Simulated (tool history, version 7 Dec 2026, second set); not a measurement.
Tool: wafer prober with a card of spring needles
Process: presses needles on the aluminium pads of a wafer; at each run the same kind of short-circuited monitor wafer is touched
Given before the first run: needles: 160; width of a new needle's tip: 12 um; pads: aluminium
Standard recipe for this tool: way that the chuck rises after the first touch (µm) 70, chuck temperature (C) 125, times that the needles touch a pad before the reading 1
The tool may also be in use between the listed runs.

run	hour	way that the chuck rises after the first touch (µm)	chuck temperature (C)	times that the needles touch a pad before the reading	resistance of one needle with its contact and lead (mohm)	way that a needle slides on the pad (µm)
1	0.0	70	125	1	175	19.18
2	24.8	70	125	1	175	19.18
3	51.0	70	125	1	174	19.23
4	83.7	70	125	1	173	19.32
5	119.7	70	125	1	173	19.24
6	149.7	70	125	1	173	19.32
7	176.4	70	125	1	175	19.27
8	198.1	52	62	3	162	14.38
9	222.2	51	66	1	162	14.11
10	253.3	81	118	2	171	22.45
11	274.7	81	118	2	172	22.51
12	310.5	81	118	2	172	22.56
13	346.8	56	82	2	165	15.58

Between the runs listed above, the log contained 21 entries, not reproduced here. Where in the sequence does each belong, and how does what the log doesn't record of the tool's condition differ from the listed run before to the listed run after?
Between runs 1 and 2: tips cleaned on abrasive film (hour 15.0)
  debris on the tips, nm: 0.6 -> 1.8; drift of the gauge itself on scrub_um, %: 0 -> 0.12
  measured minus no-state result, way that a needle slides on the pad (µm): -0.01 -> +0.01
Between runs 2 and 3: tips cleaned on abrasive film (hour 31.4); height of the first contact set anew (hour 44.6); tips cleaned on abrasive film (hour 50.4)
  debris on the tips, nm: 1.8 -> 0.3; way that the needles fall short of the set height, um: 0.04 -> 0; drift of the gauge itself on scrub_um, %: 0.12 -> 0.25
  measured minus no-state result, way that a needle slides on the pad (µm): +0.01 -> +0.05
Between runs 3 and 4: tips cleaned on abrasive film (hour 67.8); tips cleaned on abrasive film (hour 83.7)
  debris on the tips, nm: 0.3 -> 0.2; way that the needles fall short of the set height, um: 0 -> 0.01; drift of the gauge itself on scrub_um, %: 0.25 -> 0.42
  measured minus no-state result, way that a needle slides on the pad (µm): +0.05 -> +0.08
Between runs 4 and 5: tips cleaned on abrasive film (hour 99.9); tips cleaned on abrasive film (hour 117.0)
  debris on the tips, nm: 0.2 -> 0.8; drift of the gauge itself on scrub_um, %: 0.42 -> 0.6
  measured minus no-state result, way that a needle slides on the pad (µm): +0.08 -> +0.11
Between runs 5 and 6: tips cleaned on abrasive film (hour 133.8); tips cleaned on abrasive film (hour 149.7)
  debris on the tips, nm: 0.8 -> 0.2; way that the needles fall short of the set height, um: 0.01 -> 0.02; drift of the gauge itself on scrub_um, %: 0.6 -> 0.75
  measured minus no-state result, way that a needle slides on the pad (µm): +0.11 -> +0.14
Between runs 6 and 7: tips cleaned on abrasive film (hour 166.4)
  debris on the tips, nm: 0.2 -> 1.9; drift of the gauge itself on scrub_um, %: 0.75 -> 0.88
  measured minus no-state result, way that a needle slides on the pad (µm): +0.14 -> +0.17
Between runs 7 and 8: tips cleaned on abrasive film (hour 183.6)
  debris on the tips, nm: 1.9 -> 2.1; tips' diameter, um: 12.06 -> 12.07; drift of the gauge itself on scrub_um, %: 0.88 -> 0.99
  measured minus no-state result, way that a needle slides on the pad (µm): +0.17 -> +0.13
Between runs 8 and 9: tips cleaned on abrasive film (hour 200.2); tips cleaned on abrasive film (hour 216.8)
  debris on the tips, nm: 2.1 -> 1.3; way that the needles fall short of the set height, um: 0.02 -> 0.03; drift of the gauge itself on scrub_um, %: 0.99 -> 1.11
  measured minus no-state result, way that a needle slides on the pad (µm): +0.13 -> +0.15
Between runs 9 and 10: tips cleaned on abrasive film (hour 233.1); tips cleaned on abrasive film (hour 250.3)
  debris on the tips, nm: 1.3 -> 0.8; drift of the gauge itself on scrub_um, %: 1.11 -> 1.27
  measured minus no-state result, way that a needle slides on the pad (µm): +0.15 -> +0.27
Between runs 10 and 11: tips cleaned on abrasive film (hour 268.9)
  debris on the tips, nm: 0.8 -> 1.3; drift of the gauge itself on scrub_um, %: 1.27 -> 1.37
  measured minus no-state result, way that a needle slides on the pad (µm): +0.27 -> +0.30
Between runs 11 and 12: tips cleaned on abrasive film (hour 284.8); tips cleaned on abrasive film (hour 303.2)
  debris on the tips, nm: 1.3 -> 1.4; way that the needles fall short of the set height, um: 0.03 -> 0.04; drift of the gauge itself on scrub_um, %: 1.37 -> 1.55
  measured minus no-state result, way that a needle slides on the pad (µm): +0.30 -> +0.34
Between runs 12 and 13: tips cleaned on abrasive film (hour 320.3); tips cleaned on abrasive film (hour 336.8)
  debris on the tips, nm: 1.4 -> 1.8; drift of the gauge itself on scrub_um, %: 1.55 -> 1.73
  measured minus no-state result, way that a needle slides on the pad (µm): +0.34 -> +0.25
